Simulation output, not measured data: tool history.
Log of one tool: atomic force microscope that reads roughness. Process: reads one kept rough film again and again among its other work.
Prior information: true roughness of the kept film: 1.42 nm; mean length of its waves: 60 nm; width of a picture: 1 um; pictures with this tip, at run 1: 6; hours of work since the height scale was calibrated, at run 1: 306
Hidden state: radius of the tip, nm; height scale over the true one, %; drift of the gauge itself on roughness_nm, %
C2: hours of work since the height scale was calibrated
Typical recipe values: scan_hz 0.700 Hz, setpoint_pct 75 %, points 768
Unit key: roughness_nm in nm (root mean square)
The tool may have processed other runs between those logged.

{"run": 1, "hour": 0.0, "scan_hz": 0.7, "setpoint_pct": 75, "points": 768, "pictures with this tip": 6, "C2": 306, "roughness_nm": 1.361}
{"run": 2, "hour": 25.0, "scan_hz": 0.7, "setpoint_pct": 75, "points": 768, "pictures with this tip": 32, "C2": 321, "roughness_nm": 1.351}
{"hour": 62.6, "done": "new tip fitted"}
{"run": 3, "hour": 65.3, "scan_hz": 0.7, "setpoint_pct": 75, "points": 768, "pictures with this tip": 3, "C2": 345, "roughness_nm": 1.358}
{"run": 4, "hour": 105.3, "scan_hz": 0.919, "setpoint_pct": 75, "points": 768, "pictures with this tip": 45, "C2": 369, "roughness_nm": 1.335}
{"hour": 130.2, "done": "new tip fitted"}
{"run": 5, "hour": 142.3, "scan_hz": 0.7, "setpoint_pct": 75, "points": 768, "pictures with this tip": 13, "C2": 391, "roughness_nm": 1.36}
{"run": 6, "hour": 186.5, "scan_hz": 0.7, "setpoint_pct": 75, "points": 768, "pictures with this tip": 60, "C2": 417, "roughness_nm": 1.34}
{"hour": 198.8, "done": "new tip fitted"}
{"run": 7, "hour": 234.0, "scan_hz": 0.7, "setpoint_pct": 75, "points": 768, "pictures with this tip": 37, "C2": 445, "roughness_nm": 1.353}
{"hour": 238.7, "done": "height scale calibrated on a step standard"}
{"run": 8, "hour": 257.6, "scan_hz": 1.294, "setpoint_pct": 80, "points": 768, "pictures with this tip": 61, "C2": 11, "roughness_nm": 1.289}
{"hour": 265.8, "done": "new tip fitted"}
{"run": 9, "hour": 292.9, "scan_hz": 1.294, "setpoint_pct": 80, "points": 768, "pictures with this tip": 29, "C2": 32, "roughness_nm": 1.296}
{"hour": 335.0, "done": "new tip fitted"}
{"run": 10, "hour": 337.4, "scan_hz": 3.229, "setpoint_pct": 62, "points": 584, "pictures with this tip": 2, "C2": 59, "roughness_nm": 1.312}
{"hour": 343.0, "done": "height scale calibrated on a step standard, once more"}
{"run": 11, "hour": 367.6, "scan_hz": 3.229, "setpoint_pct": 62, "points": 584, "pictures with this tip": 34, "C2": 15, "roughness_nm": 1.309}
{"hour": 402.8, "done": "new tip fitted"}
{"run": 12, "hour": 405.2, "scan_hz": 2.488, "setpoint_pct": 72, "points": 817, "pictures with this tip": 2, "C2": 37, "roughness_nm": 1.289}
{"run": 13, "hour": 432.3, "scan_hz": 1.221, "setpoint_pct": 75, "points": 645, "pictures with this tip": 31, "C2": 53, "roughness_nm": 1.325}
{"run": 14, "hour": 460.2, "scan_hz": 1.221, "setpoint_pct": 85, "points": 645, "pictures with this tip": 61, "C2": 70, "roughness_nm": 1.28}

Here are 3 independent what-if runs from the current tool condition. What would each one return?
{"hour": 469.3, "done": "new tip fitted"}
{"run": "A", "hour": 494.1, "scan_hz": 0.7, "setpoint_pct": 63, "points": 768, "pictures with this tip": 26, "C2": 90, "roughness_nm": "?"}
{"hour": 469.3, "done": "new tip fitted"}
{"run": "B", "hour": 494.1, "scan_hz": 1.247, "setpoint_pct": 75, "points": 661, "pictures with this tip": 26, "C2": 90, "roughness_nm": "?"}
{"hour": 469.3, "done": "new tip fitted"}
{"run": "C", "hour": 494.1, "scan_hz": 2.764, "setpoint_pct": 85, "points": 645, "pictures with this tip": 26, "C2": 90, "roughness_nm": "?"}

run=A roughness_nm=1.378
run=B roughness_nm=1.333
run=C roughness_nm=1.166
With no hidden state in the tool, these same runs would have given:
run=A roughness_nm=1.388
run=B roughness_nm=1.342
run=C roughness_nm=1.174
